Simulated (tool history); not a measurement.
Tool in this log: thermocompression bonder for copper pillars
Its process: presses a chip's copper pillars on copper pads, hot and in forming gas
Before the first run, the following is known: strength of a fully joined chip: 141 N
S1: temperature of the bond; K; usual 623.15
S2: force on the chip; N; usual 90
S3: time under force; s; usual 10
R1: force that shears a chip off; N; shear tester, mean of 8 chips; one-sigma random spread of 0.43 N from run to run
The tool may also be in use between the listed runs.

run 1 day=0 | S1=623.15 S2=90 S3=10 | R1=83.7
run 2 day=0.408 | S1=623.15 S2=90 S3=10 | R1=84.1
run 3 day=0.733 | S1=623.15 S2=90 S3=10 | R1=83.6
run 4 day=0.908 | S1=623.15 S2=90 S3=10 | R1=84
run 5 day=1.092 | S1=623.15 S2=90 S3=6 | R1=71
run 6 day=1.333 | S1=623.15 S2=90 S3=6 | R1=71.5
run 7 day=1.504 | S1=623.15 S2=90 S3=6 | R1=71.1
run 8 day=1.917 | S1=623.15 S2=90 S3=6 | R1=71.4
run 9 day=2.1 | S1=623.15 S2=56 S3=6 | R1=45.7
-- day=2.512 forming gas filter changed
run 10 day=2.517 | S1=623.15 S2=90 S3=10 | R1=85.2
run 11 day=2.862 | S1=623.15 S2=90 S3=10 | R1=85.8
run 12 day=3.271 | S1=623.15 S2=90 S3=10 | R1=85.2
run 13 day=3.462 | S1=623.15 S2=90 S3=10 | R1=84.7
run 14 day=3.775 | S1=623.15 S2=90 S3=30 | R1=113.5
run 15 day=3.975 | S1=623.15 S2=79 S3=10 | R1=78.1
run 16 day=4.333 | S1=623.15 S2=79 S3=10 | R1=78.3
-- day=4.471 gauge calibrated
run 17 day=4.621 | S1=623.15 S2=79 S3=10 | R1=75.2
run 18 day=5.004 | S1=623.15 S2=79 S3=10 | R1=76
run 19 day=5.329 | S1=623.15 S2=79 S3=10 | R1=75.7
run 20 day=5.588 | S1=623.15 S2=90 S3=10 | R1=83.4
run 21 day=5.917 | S1=623.15 S2=82 S3=10 | R1=78.9
run 22 day=6.092 | S1=651.15 S2=82 S3=14 | R1=101.6
run 23 day=6.504 | S1=651.15 S2=82 S3=14 | R1=101.7
run 24 day=6.675 | S1=634.15 S2=82 S3=9 | R1=81.5
run 25 day=6.954 | S1=623.15 S2=67 S3=13 | R1=73.1
run 26 day=7.183 | S1=623.15 S2=67 S3=13 | R1=73
run 27 day=7.508 | S1=619.15 S2=120 S3=18 | R1=115.3
run 28 day=7.896 | S1=596.15 S2=72 S3=26 | R1=80.7
run 29 day=8.067 | S1=608.15 S2=129 S3=22 | R1=119.6
run 30 day=8.258 | S1=636.15 S2=56 S3=21 | R1=81.3
run 31 day=8.646 | S1=611.15 S2=65 S3=11 | R1=61.9

The next listed run, before its measurement:
run 32 day=8.938 | S1=622.15 S2=135 S3=11 | R1=?

Logged for run 32: R1 113.1 N.
Minus the tool's unlogged condition, the same run would have read R1 109.9 N.
